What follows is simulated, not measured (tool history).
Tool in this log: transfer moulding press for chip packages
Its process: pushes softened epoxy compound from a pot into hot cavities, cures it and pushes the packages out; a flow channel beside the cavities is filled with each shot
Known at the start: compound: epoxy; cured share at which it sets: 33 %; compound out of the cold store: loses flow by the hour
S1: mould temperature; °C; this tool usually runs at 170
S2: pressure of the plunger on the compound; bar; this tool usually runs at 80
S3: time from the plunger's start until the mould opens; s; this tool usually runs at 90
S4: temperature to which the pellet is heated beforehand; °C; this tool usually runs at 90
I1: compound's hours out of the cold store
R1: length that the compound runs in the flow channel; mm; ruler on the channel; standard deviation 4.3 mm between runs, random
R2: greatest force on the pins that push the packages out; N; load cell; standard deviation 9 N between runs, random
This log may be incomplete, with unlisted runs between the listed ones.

run 1 hour=0 | S1=170 S2=80 S3=90 S4=90 | I1=11.7 | R1=586 R2=569
run 2 hour=15 | S1=170 S2=80 S3=90 S4=90 | I1=25.2 | R1=558 R2=578
run 3 hour=41.6 | S1=170 S2=80 S3=90 S4=90 | I1=19.9 | R1=576 R2=626
-- hour=44.8 cavities cleaned with cleaning compound and waxed
run 4 hour=68.9 | S1=170 S2=80 S3=90 S4=90 | I1=46.7 | R1=540 R2=485
run 5 hour=97.4 | S1=170 S2=80 S3=98 S4=90 | I1=18.1 | R1=578 R2=484
run 6 hour=127 | S1=176 S2=80 S3=90 S4=90 | I1=21.5 | R1=564 R2=457
-- hour=137.6 cavities cleaned with cleaning compound and waxed
-- hour=142.1 plunger's sealing rings changed
run 7 hour=164.8 | S1=170 S2=80 S3=90 S4=90 | I1=37 | R1=569 R2=491
run 8 hour=190.8 | S1=170 S2=80 S3=90 S4=90 | I1=35.8 | R1=567 R2=542
run 9 hour=218.4 | S1=170 S2=80 S3=90 S4=90 | I1=13.3 | R1=599 R2=593
-- hour=233.6 cavities cleaned with cleaning compound and waxed
run 10 hour=239.7 | S1=170 S2=80 S3=90 S4=90 | I1=46.6 | R1=550 R2=417
run 11 hour=261.6 | S1=170 S2=80 S3=90 S4=90 | I1=43.6 | R1=550 R2=480
run 12 hour=284.1 | S1=170 S2=80 S3=90 S4=86 | I1=26.7 | R1=570 R2=533
run 13 hour=300.8 | S1=170 S2=80 S3=90 S4=90 | I1=36.2 | R1=568 R2=563
-- hour=327.4 cavities cleaned with cleaning compound and waxed
run 14 hour=331.6 | S1=170 S2=97.6 S3=91 S4=85 | I1=10 | R1=647 R2=425
run 15 hour=356.7 | S1=170 S2=97.6 S3=91 S4=85 | I1=9.3 | R1=659 R2=485
run 16 hour=373.4 | S1=170 S2=97.6 S3=91 S4=85 | I1=31.7 | R1=615 R2=520
run 17 hour=408.1 | S1=170 S2=97.6 S3=91 S4=85 | I1=31.1 | R1=618 R2=583
-- hour=419.4 cavities cleaned with cleaning compound and waxed
run 18 hour=435.6 | S1=172 S2=97 S3=90 S4=84 | I1=15 | R1=638 R2=420
run 19 hour=464.6 | S1=172 S2=97 S3=90 S4=84 | I1=15.7 | R1=632 R2=507
-- hour=492.9 plunger's sealing rings changed
run 20 hour=493.9 | S1=172 S2=97 S3=90 S4=93 | I1=15.6 | R1=657 R2=547
-- hour=514.6 cavities cleaned with cleaning compound and waxed
run 21 hour=514.7 | S1=163 S2=80 S3=71 S4=93 | I1=9.2 | R1=616 R2=1063
run 22 hour=535.9 | S1=170 S2=73 S3=77 S4=90 | I1=35.6 | R1=546 R2=627
run 23 hour=558.5 | S1=170 S2=80 S3=90 S4=81 | I1=35.6 | R1=553 R2=549
run 24 hour=590.5 | S1=170 S2=80 S3=90 S4=81 | I1=16.1 | R1=595 R2=615
-- hour=609.3 cavities cleaned with cleaning compound and waxed
run 25 hour=622.5 | S1=170 S2=83.4 S3=81 S4=91 | I1=47.6 | R1=560 R2=541

Below are 3 alternative next runs, each starting from the tool's condition after run 25. Predict each:
run A hour=656 | S1=163 S2=83.4 S3=106 S4=100 | I1=33.5 | R1=? R2=?
run B hour=656 | S1=166 S2=80 S3=90 S4=90 | I1=22.8 | R1=? R2=?
run C hour=656 | S1=167 S2=83.4 S3=120 S4=94 | I1=38.2 | R1=? R2=?

run=A R1=580 R2=583
run=B R1=577 R2=694
run=C R1=568 R2=422
Stripped of hidden state, with their random variation kept, the same runs would have yielded:
run=A R1=594 R2=449
run=B R1=591 R2=539
run=C R1=582 R2=317

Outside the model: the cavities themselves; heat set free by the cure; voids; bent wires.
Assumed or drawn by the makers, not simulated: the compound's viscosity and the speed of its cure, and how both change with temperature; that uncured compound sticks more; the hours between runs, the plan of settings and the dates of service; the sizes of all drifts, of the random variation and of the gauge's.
